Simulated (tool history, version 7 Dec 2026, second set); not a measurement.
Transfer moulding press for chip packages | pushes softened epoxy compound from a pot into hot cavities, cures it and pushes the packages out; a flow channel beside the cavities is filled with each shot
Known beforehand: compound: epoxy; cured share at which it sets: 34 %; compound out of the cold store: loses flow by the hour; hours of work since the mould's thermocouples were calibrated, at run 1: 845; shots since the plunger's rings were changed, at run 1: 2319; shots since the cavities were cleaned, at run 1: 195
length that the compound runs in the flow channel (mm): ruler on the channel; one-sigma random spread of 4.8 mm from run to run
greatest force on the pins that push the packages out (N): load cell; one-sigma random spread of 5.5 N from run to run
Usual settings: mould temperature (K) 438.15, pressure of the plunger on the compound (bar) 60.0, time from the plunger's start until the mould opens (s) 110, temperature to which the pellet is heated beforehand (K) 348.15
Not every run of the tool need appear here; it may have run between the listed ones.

run   hour  mould temperature (K)  pressure of the plunger on the compound (bar)  time from the plunger's start until the mould opens (s)  temperature to which the pellet is heated beforehand (K)  hours of work since the mould's thermocouples were calibrated  shots since the plunger's rings were changed  shots since the cavities were cleaned  incoming compound's hours out of the cold store  length that the compound runs in the flow channel (mm)  greatest force on the pins that push the packages out (N)
  1    0.0                 438.15                                           60.0                                                      110                                                    348.15                                                            845                                          2319                                    195                                             34.2                                                     545                                                        202
  2   39.4                 438.15                                           60.0                                                      110                                                    348.15                                                            869                                          2714                                    590                                             35.8                                                     540                                                        242
      49.2  -- mould's thermocouples calibrated
  3   61.5                 438.15                                           60.0                                                      110                                                    348.15                                                              7                                          2915                                    791                                             25.6                                                     558                                                        273
      79.2  -- cavities cleaned with cleaning compound and waxed
  4   94.4                 436.15                                           60.0                                                      110                                                    348.15                                                             26                                          3229                                    153                                             14.1                                                     581                                                        354
  5  122.0                 438.15                                           54.9                                                      110                                                    348.15                                                             43                                          3506                                    430                                             21.3                                                     543                                                        330
  6  162.1                 438.15                                           54.9                                                      110                                                    348.15                                                             67                                          3907                                    831                                             10.3                                                     555                                                        337
     176.4  -- cavities cleaned with cleaning compound and waxed
  7  196.0                 438.15                                           60.0                                                      142                                                    348.15                                                             87                                          4232                                    197                                             44.8                                                     515                                                        182
  8  222.0                 440.15                                           60.0                                                      110                                                    348.15                                                            103                                          4493                                    458                                             46.5                                                     517                                                        228
  9  245.1                 438.15                                           60.0                                                      110                                                    348.15                                                            117                                          4724                                    689                                             20.8                                                     552                                                        269
     272.3  -- cavities cleaned with cleaning compound and waxed
 10  288.5                 438.15                                           60.0                                                      110                                                    348.15                                                            142                                          5143                                    161                                             33.5                                                     528                                                        211
 11  320.9                 438.15                                           60.0                                                      110                                                    348.15                                                            161                                          5468                                    486                                             22.4                                                     562                                                        243
     326.9  -- cavities cleaned with cleaning compound and waxed, once more
 12  343.2                 438.15                                           60.0                                                      110                                                    348.15                                                            174                                          5677                                    164                                             19.1                                                     558                                                        209
 13  365.6                 438.15                                           60.0                                                      110                                                    348.15                                                            188                                          5901                                    388                                             36.4                                                     535                                                        242
 14  397.8                 438.15                                           60.0                                                      110                                                    344.15                                                            207                                          6223                                    710                                             19.6                                                     549                                                        273
     422.7  -- cavities cleaned with cleaning compound and waxed
 15  422.7                 438.15                                           55.0                                                      134                                                    353.15                                                            221                                          6458                                      0                                             10.4                                                     542                                                        156
     428.3  -- plunger's sealing rings changed
 16  466.9                 438.15                                           55.0                                                      134                                                    353.15                                                            246                                           387                                    418                                             28.8                                                     546                                                        205
 17  490.6                 433.15                                           55.0                                                      133                                                    353.15                                                            261                                           625                                    656                                             41.7                                                     534                                                        253
 18  512.7                 433.15                                           55.0                                                      133                                                    353.15                                                            274                                           846                                    877                                             42.0                                                     533                                                        263
     522.8  -- cavities cleaned with cleaning compound and waxed
 19  543.8                 432.15                                           60.0                                                      101                                                    355.15                                                            292                                          1142                                    210                                             43.5                                                     542                                                        373
 20  567.0                 432.15                                           45.7                                                      112                                                    354.15                                                            306                                          1375                                    443                                             18.2                                                     518                                                        347
 21  586.5                 435.15                                           55.1                                                      127                                                    348.15                                                            318                                          1569                                    637                                             44.0                                                     522                                                        248
     619.4  -- cavities cleaned with cleaning compound and waxed
 22  629.2                 435.15                                           55.1                                                      127                                                    348.15                                                            343                                          1982                                     98                                             45.4                                                     509                                                        201
 23  656.8                 438.15                                           61.4                                                      110                                                    346.15                                                            359                                          2260                                    376                                             13.7                                                     581                                                        248
 24  682.6                 435.15                                           59.3                                                      111                                                    347.15                                                            375                                          2517                                    633                                             23.8                                                     562                                                        301
 25  702.7                 438.15                                           62.9                                                       97                                                    348.15                                                            387                                          2719                                    835                                             12.5                                                     598                                                        348
     716.0  -- cavities cleaned with cleaning compound and waxed
 26  723.0                 438.15                                           62.9                                                       97                                                    348.15                                                            398                                          2907                                     70                                             11.9                                                     597                                                        247
 27  741.2                 436.15                                           53.4                                                      148                                                    342.15                                                            409                                          3089                                    252                                             36.8                                                     511                                                        190
 28  762.6                 441.15                                           60.0                                                      110                                                    347.15                                                            422                                          3304                                    467                                             15.1                                                     568                                                        223

Forecast each of these 4 alternatives for the next run:
  A  804.3                 441.15                                           60.0                                                      110                                                    352.15                                                            448                                          3722                                    885                                             41.8                                                       ?                                                          ?
  B  804.3                 441.15                                           60.0                                                      111                                                    345.15                                                            448                                          3722                                    885                                             36.6                                                       ?                                                          ?
  C  804.3                 441.15                                           60.0                                                      137                                                    347.15                                                            448                                          3722                                    885                                             21.9                                                       ?                                                          ?
  D  804.3                 441.15                                           60.0                                                       99                                                    350.15                                                            448                                          3722                                    885                                             38.1                                                       ?                                                          ?

run  length that the compound runs in the flow channel (mm)  greatest force on the pins that push the packages out (N)
  A                                                     524                                                        255
  B                                                     527                                                        251
  C                                                     549                                                        232
  D                                                     527                                                        257
With the hidden condition removed and each run's random variation left untouched, the same runs would have given:
run  length that the compound runs in the flow channel (mm)  greatest force on the pins that push the packages out (N)
  A                                                     546                                                        167
  B                                                     548                                                        168
  C                                                     572                                                        152
  D                                                     548                                                        167
